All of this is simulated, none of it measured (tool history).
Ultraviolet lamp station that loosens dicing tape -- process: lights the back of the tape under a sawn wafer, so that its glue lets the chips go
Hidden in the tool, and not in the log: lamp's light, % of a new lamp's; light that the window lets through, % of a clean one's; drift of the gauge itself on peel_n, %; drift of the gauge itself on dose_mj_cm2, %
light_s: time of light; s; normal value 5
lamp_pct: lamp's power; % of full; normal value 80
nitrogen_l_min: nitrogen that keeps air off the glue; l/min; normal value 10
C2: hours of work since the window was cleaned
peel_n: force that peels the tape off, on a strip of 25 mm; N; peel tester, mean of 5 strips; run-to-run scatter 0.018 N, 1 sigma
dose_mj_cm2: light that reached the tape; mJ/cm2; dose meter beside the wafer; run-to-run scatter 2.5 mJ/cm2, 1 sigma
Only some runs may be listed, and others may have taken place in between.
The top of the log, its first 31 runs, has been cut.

{"run": 32, "hour": 222.3, "light_s": 5, "lamp_pct": 68, "nitrogen_l_min": 6, "hours of work of the lamp": 197, "C2": 47, "peel_n": 1.809, "dose_mj_cm2": 251}
{"run": 33, "hour": 232.1, "light_s": 6, "lamp_pct": 86, "nitrogen_l_min": 6, "hours of work of the lamp": 204, "C2": 54, "peel_n": 0.84, "dose_mj_cm2": 375}
{"run": 34, "hour": 239.3, "light_s": 5, "lamp_pct": 80, "nitrogen_l_min": 13, "hours of work of the lamp": 210, "C2": 60, "peel_n": 0.795, "dose_mj_cm2": 291}
{"run": 35, "hour": 243.2, "light_s": 9, "lamp_pct": 98, "nitrogen_l_min": 13, "hours of work of the lamp": 213, "C2": 63, "peel_n": 0.237, "dose_mj_cm2": 634}
{"run": 36, "hour": 250.9, "light_s": 6, "lamp_pct": 72, "nitrogen_l_min": 13, "hours of work of the lamp": 219, "C2": 69, "peel_n": 0.706, "dose_mj_cm2": 312}
{"run": 37, "hour": 260.4, "light_s": 6, "lamp_pct": 72, "nitrogen_l_min": 13, "hours of work of the lamp": 226, "C2": 76, "peel_n": 0.724, "dose_mj_cm2": 308}
{"run": 38, "hour": 268.9, "light_s": 6, "lamp_pct": 72, "nitrogen_l_min": 13, "hours of work of the lamp": 232, "C2": 82, "peel_n": 0.74, "dose_mj_cm2": 310}
{"run": 39, "hour": 278.5, "light_s": 6, "lamp_pct": 72, "nitrogen_l_min": 13, "hours of work of the lamp": 240, "C2": 89, "peel_n": 0.742, "dose_mj_cm2": 305}

3 options for the next run, each taken on its own from the tool as it stands now. Forecast them:
{"run": "A", "hour": 283.8, "light_s": 6, "lamp_pct": 72, "nitrogen_l_min": 3, "hours of work of the lamp": 244, "C2": 94, "peel_n": "?", "dose_mj_cm2": "?"}
{"run": "B", "hour": 283.8, "light_s": 2, "lamp_pct": 72, "nitrogen_l_min": 17, "hours of work of the lamp": 244, "C2": 94, "peel_n": "?", "dose_mj_cm2": "?"}
{"run": "C", "hour": 283.8, "light_s": 8, "lamp_pct": 68, "nitrogen_l_min": 9, "hours of work of the lamp": 244, "C2": 94, "peel_n": "?", "dose_mj_cm2": "?"}

run=A peel_n=2.002 dose_mj_cm2=303
run=B peel_n=3.630 dose_mj_cm2=102
run=C peel_n=0.606 dose_mj_cm2=387
Had the tool no hidden state, the same runs would have come out as:
run=A peel_n=1.697 dose_mj_cm2=337
run=B peel_n=3.261 dose_mj_cm2=114
run=C peel_n=0.488 dose_mj_cm2=429

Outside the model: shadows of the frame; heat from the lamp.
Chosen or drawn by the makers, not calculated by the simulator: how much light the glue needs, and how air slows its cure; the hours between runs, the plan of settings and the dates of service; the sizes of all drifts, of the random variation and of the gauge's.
